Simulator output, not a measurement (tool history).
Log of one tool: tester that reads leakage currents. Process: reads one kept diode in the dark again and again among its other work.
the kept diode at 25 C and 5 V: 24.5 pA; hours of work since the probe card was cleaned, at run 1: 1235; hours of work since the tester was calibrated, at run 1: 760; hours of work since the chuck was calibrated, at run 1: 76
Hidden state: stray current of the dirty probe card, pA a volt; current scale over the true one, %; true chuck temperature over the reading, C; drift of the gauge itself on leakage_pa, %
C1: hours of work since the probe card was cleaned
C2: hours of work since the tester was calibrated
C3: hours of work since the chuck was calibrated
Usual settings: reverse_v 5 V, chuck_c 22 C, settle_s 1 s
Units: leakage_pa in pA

run 1 hour=0 | reverse_v=5 chuck_c=22 settle_s=1 | C1=1235 C2=760 C3=76 | leakage_pa=21.45
run 2 hour=54.4 | reverse_v=5 chuck_c=22 settle_s=0.95 | C1=1271 C2=796 C3=113 | leakage_pa=21.6
run 3 hour=163.8 | reverse_v=5 chuck_c=22 settle_s=0.95 | C1=1344 C2=869 C3=185 | leakage_pa=22.08
run 4 hour=218.5 | reverse_v=5 chuck_c=22 settle_s=8.72 | C1=1380 C2=906 C3=222 | leakage_pa=21.42
run 5 hour=305.7 | reverse_v=19.84 chuck_c=22 settle_s=1 | C1=1438 C2=964 C3=280 | leakage_pa=39.1
run 6 hour=421.9 | reverse_v=4.28 chuck_c=22 settle_s=1 | C1=1516 C2=1041 C3=357 | leakage_pa=21.62
run 7 hour=552.1 | reverse_v=4.28 chuck_c=22 settle_s=1 | C1=1602 C2=1128 C3=444 | leakage_pa=21.79
run 8 hour=670.1 | reverse_v=4.28 chuck_c=22 settle_s=1 | C1=1681 C2=1207 C3=523 | leakage_pa=22.29
-- hour=730.4 chuck's temperature calibrated
run 9 hour=782.7 | reverse_v=4.28 chuck_c=22 settle_s=1 | C1=1755 C2=1280 C3=35 | leakage_pa=23.49
-- hour=812.5 probe card cleaned and baked
run 10 hour=843 | reverse_v=4.28 chuck_c=24 settle_s=1 | C1=20 C2=1319 C3=73 | leakage_pa=26.34
run 11 hour=974.9 | reverse_v=4.28 chuck_c=24 settle_s=1 | C1=108 C2=1406 C3=161 | leakage_pa=26.66
-- hour=1001.5 chuck's temperature calibrated, once more
run 12 hour=1072.9 | reverse_v=5 chuck_c=22 settle_s=1 | C1=172 C2=1470 C3=48 | leakage_pa=21.2
run 13 hour=1141.5 | reverse_v=5 chuck_c=57 settle_s=1 | C1=218 C2=1516 C3=93 | leakage_pa=204.2
run 14 hour=1205.2 | reverse_v=2.96 chuck_c=22 settle_s=1 | C1=260 C2=1558 C3=136 | leakage_pa=17.91
run 15 hour=1291.1 | reverse_v=5 chuck_c=31 settle_s=1 | C1=318 C2=1616 C3=193 | leakage_pa=40.28
run 16 hour=1359.1 | reverse_v=5 chuck_c=31 settle_s=0.66 | C1=363 C2=1661 C3=238 | leakage_pa=41.1

Run 17 comes next. What will it give?
run 17 hour=1489.3 | reverse_v=5 chuck_c=29 settle_s=1.38 | C1=450 C2=1748 C3=325 | leakage_pa=?

leakage_pa: 35.94 pA
Without the tool's hidden state the same run would have given leakage_pa 33.45 pA.

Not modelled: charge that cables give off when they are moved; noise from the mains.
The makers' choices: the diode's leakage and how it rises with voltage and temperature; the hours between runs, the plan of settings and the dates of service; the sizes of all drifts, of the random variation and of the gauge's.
